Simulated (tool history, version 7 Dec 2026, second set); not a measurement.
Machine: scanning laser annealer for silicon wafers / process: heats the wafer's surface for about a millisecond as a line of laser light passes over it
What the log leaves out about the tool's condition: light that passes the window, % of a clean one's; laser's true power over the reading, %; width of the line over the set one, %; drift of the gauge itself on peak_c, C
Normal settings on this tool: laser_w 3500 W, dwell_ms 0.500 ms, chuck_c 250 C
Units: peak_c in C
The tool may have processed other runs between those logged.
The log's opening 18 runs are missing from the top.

| run | day | laser_w | dwell_ms | chuck_c | hours of work since the window was cleaned | hours of work since the power meter was calibrated | hours of work since the optics were aligned | peak_c |
|---|---|---|---|---|---|---|---|---|
| 19 | 20.675 | 3360 | 0.353 | 275 | 736 | 787 | 736 | 896 |
| 20 | 22.012 | 3360 | 0.353 | 275 | 756 | 807 | 756 | 891 |
| 21 | 23.258 | 3500 | 0.368 | 281 | 775 | 826 | 775 | 940 |
| 22 | 23.938 | 3612 | 0.608 | 277 | 786 | 837 | 786 | 1169 |
| 23 | 25.446 | 3612 | 0.608 | 277 | 809 | 860 | 809 | 1168 |
| 24 | 26.421 | 3361 | 0.440 | 249 | 824 | 875 | 824 | 946 |
| 25 | 27.312 | 3361 | 0.440 | 249 | 837 | 889 | 837 | 945 |
| 26 | 27.938 | 3698 | 0.383 | 252 | 847 | 898 | 847 | 963 |
| 27 | 28.679 | 3698 | 0.383 | 252 | 858 | 910 | 858 | 967 |
|  | 29.317 | window over the wafer cleaned |
| 28 | 29.762 | 3090 | 0.590 | 218 | 7 | 925 | 874 | 962 |
| 29 | 30.838 | 3034 | 0.538 | 217 | 23 | 942 | 890 | 910 |
| 30 | 31.892 | 3034 | 0.453 | 217 | 40 | 958 | 907 | 854 |
| 31 | 33.146 | 3500 | 0.523 | 265 | 59 | 977 | 926 | 1063 |
| 32 | 34.600 | 3499 | 0.458 | 250 | 81 | 999 | 948 | 993 |
| 33 | 35.462 | 3499 | 0.458 | 250 | 94 | 1013 | 961 | 993 |
| 34 | 36.662 | 3499 | 0.458 | 250 | 113 | 1031 | 980 | 993 |
| 35 | 37.608 | 3108 | 0.523 | 250 | 127 | 1045 | 994 | 953 |

Predict each of these 3 candidate next runs independently; none follows another, all start after run 35:
| A | 38.521 | 3204 | 0.523 | 250 | 141 | 1059 | 1008 | ? |
| B | 38.521 | 3457 | 0.381 | 250 | 141 | 1059 | 1008 | ? |
| C | 38.521 | 3108 | 0.523 | 281 | 141 | 1059 | 1008 | ? |

| run | peak_c |
|---|---|
| A | 976 |
| B | 917 |
| C | 983 |
Stripped of hidden state, with their random variation kept, the same runs would have yielded:
| run | peak_c |
|---|---|
| A | 977 |
| B | 917 |
| C | 983 |
